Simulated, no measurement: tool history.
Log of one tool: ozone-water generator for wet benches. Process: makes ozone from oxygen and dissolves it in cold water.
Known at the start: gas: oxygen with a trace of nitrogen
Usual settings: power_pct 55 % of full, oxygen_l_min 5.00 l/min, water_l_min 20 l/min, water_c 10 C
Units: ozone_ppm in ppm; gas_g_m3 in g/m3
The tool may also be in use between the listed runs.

{"run": 1, "hour": 0.0, "power_pct": 55, "oxygen_l_min": 5.0, "water_l_min": 20, "water_c": 10, "ozone_ppm": 22.4, "gas_g_m3": 183.7}
{"run": 2, "hour": 34.5, "power_pct": 55, "oxygen_l_min": 5.0, "water_l_min": 20, "water_c": 10, "ozone_ppm": 22.3, "gas_g_m3": 183.2}
{"run": 3, "hour": 57.9, "power_pct": 69, "oxygen_l_min": 5.0, "water_l_min": 20, "water_c": 10, "ozone_ppm": 26.6, "gas_g_m3": 215.9}
{"run": 4, "hour": 97.2, "power_pct": 62, "oxygen_l_min": 5.0, "water_l_min": 20, "water_c": 10, "ozone_ppm": 24.6, "gas_g_m3": 198.1}
{"run": 5, "hour": 127.1, "power_pct": 62, "oxygen_l_min": 5.0, "water_l_min": 20, "water_c": 10, "ozone_ppm": 24.6, "gas_g_m3": 196.8}
{"run": 6, "hour": 166.0, "power_pct": 62, "oxygen_l_min": 3.21, "water_l_min": 20, "water_c": 10, "ozone_ppm": 21.6, "gas_g_m3": 238.1}
{"run": 7, "hour": 195.5, "power_pct": 62, "oxygen_l_min": 3.21, "water_l_min": 20, "water_c": 10, "ozone_ppm": 21.9, "gas_g_m3": 238.2}
{"run": 8, "hour": 234.5, "power_pct": 62, "oxygen_l_min": 3.21, "water_l_min": 20, "water_c": 12, "ozone_ppm": 21.6, "gas_g_m3": 237.8}
{"hour": 259.5, "done": "contactor cleaned"}
{"run": 9, "hour": 267.8, "power_pct": 55, "oxygen_l_min": 4.74, "water_l_min": 20, "water_c": 10, "ozone_ppm": 22.6, "gas_g_m3": 183.1}
{"run": 10, "hour": 285.2, "power_pct": 55, "oxygen_l_min": 4.74, "water_l_min": 20, "water_c": 10, "ozone_ppm": 23.3, "gas_g_m3": 181.4}
{"run": 11, "hour": 316.0, "power_pct": 60, "oxygen_l_min": 4.74, "water_l_min": 27, "water_c": 10, "ozone_ppm": 18.8, "gas_g_m3": 195.4}
{"run": 12, "hour": 348.8, "power_pct": 93, "oxygen_l_min": 2.78, "water_l_min": 27, "water_c": 13, "ozone_ppm": 21.2, "gas_g_m3": 334.5}
{"run": 13, "hour": 370.6, "power_pct": 93, "oxygen_l_min": 2.78, "water_l_min": 27, "water_c": 13, "ozone_ppm": 21.3, "gas_g_m3": 338.7}
{"run": 14, "hour": 388.0, "power_pct": 60, "oxygen_l_min": 5.0, "water_l_min": 18, "water_c": 9, "ozone_ppm": 27.3, "gas_g_m3": 190.4}
{"run": 15, "hour": 427.8, "power_pct": 89, "oxygen_l_min": 5.0, "water_l_min": 23, "water_c": 9, "ozone_ppm": 29.8, "gas_g_m3": 255.7}
{"run": 16, "hour": 454.5, "power_pct": 94, "oxygen_l_min": 3.1, "water_l_min": 19, "water_c": 14, "ozone_ppm": 30.4, "gas_g_m3": 321.9}
{"run": 17, "hour": 490.7, "power_pct": 94, "oxygen_l_min": 3.1, "water_l_min": 19, "water_c": 14, "ozone_ppm": 30.3, "gas_g_m3": 324.6}

Run 18 comes next. What will it give?
{"run": 18, "hour": 507.9, "power_pct": 55, "oxygen_l_min": 6.35, "water_l_min": 20, "water_c": 10, "ozone_ppm": "?", "gas_g_m3": "?"}

{"run 18": {"ozone_ppm": 23.7, "gas_g_m3": 161.4}}
Without the tool's hidden state the same run would have given ozone_ppm 24.8 ppm, gas_g_m3 167.6 g/m3.
